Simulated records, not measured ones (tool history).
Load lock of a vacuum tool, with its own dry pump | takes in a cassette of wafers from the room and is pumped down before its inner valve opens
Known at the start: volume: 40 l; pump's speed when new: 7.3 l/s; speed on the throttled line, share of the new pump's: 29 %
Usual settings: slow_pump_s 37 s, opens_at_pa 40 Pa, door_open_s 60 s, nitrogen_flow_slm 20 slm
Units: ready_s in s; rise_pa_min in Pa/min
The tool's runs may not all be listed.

| run | hour | slow_pump_s | opens_at_pa | door_open_s | nitrogen_flow_slm | incoming humidity of the room's air, % | ready_s | rise_pa_min |
|---|---|---|---|---|---|---|---|---|
| 1 | 0.0 | 37 | 40 | 60 | 20 | 45.0 | 69.8 | 0.171 |
| 2 | 182.9 | 37 | 40 | 60 | 20 | 43.3 | 70.4 | 0.187 |
| 3 | 341.4 | 37 | 40 | 60 | 20 | 46.3 | 70.4 | 0.191 |
| 4 | 481.4 | 37 | 36 | 60 | 20 | 44.1 | 71.2 | 0.192 |
| 5 | 654.1 | 37 | 36 | 130 | 20 | 45.8 | 71.2 | 0.226 |
| 6 | 861.8 | 55 | 40 | 60 | 20 | 44.3 | 82.6 | 0.202 |
| 7 | 1061.6 | 37 | 40 | 60 | 20 | 45.2 | 70.2 | 0.205 |
| 8 | 1226.1 | 24 | 40 | 60 | 20 | 47.0 | 60.7 | 0.221 |
| 9 | 1395.2 | 37 | 40 | 60 | 20 | 46.2 | 70.6 | 0.236 |
| 10 | 1483.1 | 39 | 40 | 60 | 20 | 44.9 | 72.1 | 0.227 |
| 11 | 1629.2 | 39 | 40 | 60 | 20 | 49.4 | 71.9 | 0.245 |
| 12 | 1755.2 | 39 | 40 | 60 | 20 | 48.6 | 72.5 | 0.247 |
| 13 | 1859.1 | 49 | 40 | 60 | 18 | 43.8 | 79.8 | 0.251 |
| 14 | 2052.4 | 54 | 44 | 60 | 18 | 41.6 | 81.1 | 0.254 |
| 15 | 2227.4 | 54 | 48 | 88 | 18 | 45.8 | 82.6 | 0.276 |
| 16 | 2427.5 | 37 | 36 | 60 | 7 | 43.7 | 72.1 | 0.283 |
| 17 | 2535.2 | 58 | 61 | 31 | 8 | 44.9 | 82.0 | 0.262 |
| 18 | 2693.1 | 58 | 61 | 166 | 21 | 44.7 | 82.5 | 0.307 |
| 19 | 2776.6 | 58 | 42 | 26 | 25 | 43.6 | 84.7 | 0.269 |
| 20 | 2953.0 | 58 | 42 | 26 | 25 | 46.5 | 84.5 | 0.279 |
| 21 | 3124.8 | 37 | 29 | 185 | 20 | 49.8 | 73.0 | 0.344 |
| 22 | 3321.3 | 37 | 29 | 185 | 20 | 46.8 | 72.7 | 0.352 |
| 23 | 3509.2 | 37 | 29 | 185 | 12 | 45.4 | 73.2 | 0.380 |
| 24 | 3690.9 | 37 | 29 | 185 | 12 | 44.7 | 72.5 | 0.385 |

Forecast each of these 5 alternatives for the next run:
| A | 3825.7 | 53 | 57 | 60 | 20 | 46.0 | ? | ? |
| B | 3825.7 | 24 | 40 | 39 | 7 | 43.0 | ? | ? |
| C | 3825.7 | 37 | 56 | 166 | 7 | 47.6 | ? | ? |
| D | 3825.7 | 70 | 29 | 185 | 12 | 46.5 | ? | ? |
| E | 3825.7 | 25 | 31 | 185 | 41 | 42.5 | ? | ? |

| run | ready_s | rise_pa_min |
|---|---|---|
| A | 80.8 | 0.347 |
| B | 62.2 | 0.336 |
| C | 69.2 | 0.409 |
| D | 94.4 | 0.396 |
| E | 64.8 | 0.356 |
Without the tool's hidden state the same runs would have given:
| run | ready_s | rise_pa_min |
|---|---|---|
| A | 79.3 | 0.045 |
| B | 60.1 | 0.041 |
| C | 67.4 | 0.113 |
| D | 93.0 | 0.100 |
| E | 62.6 | 0.060 |
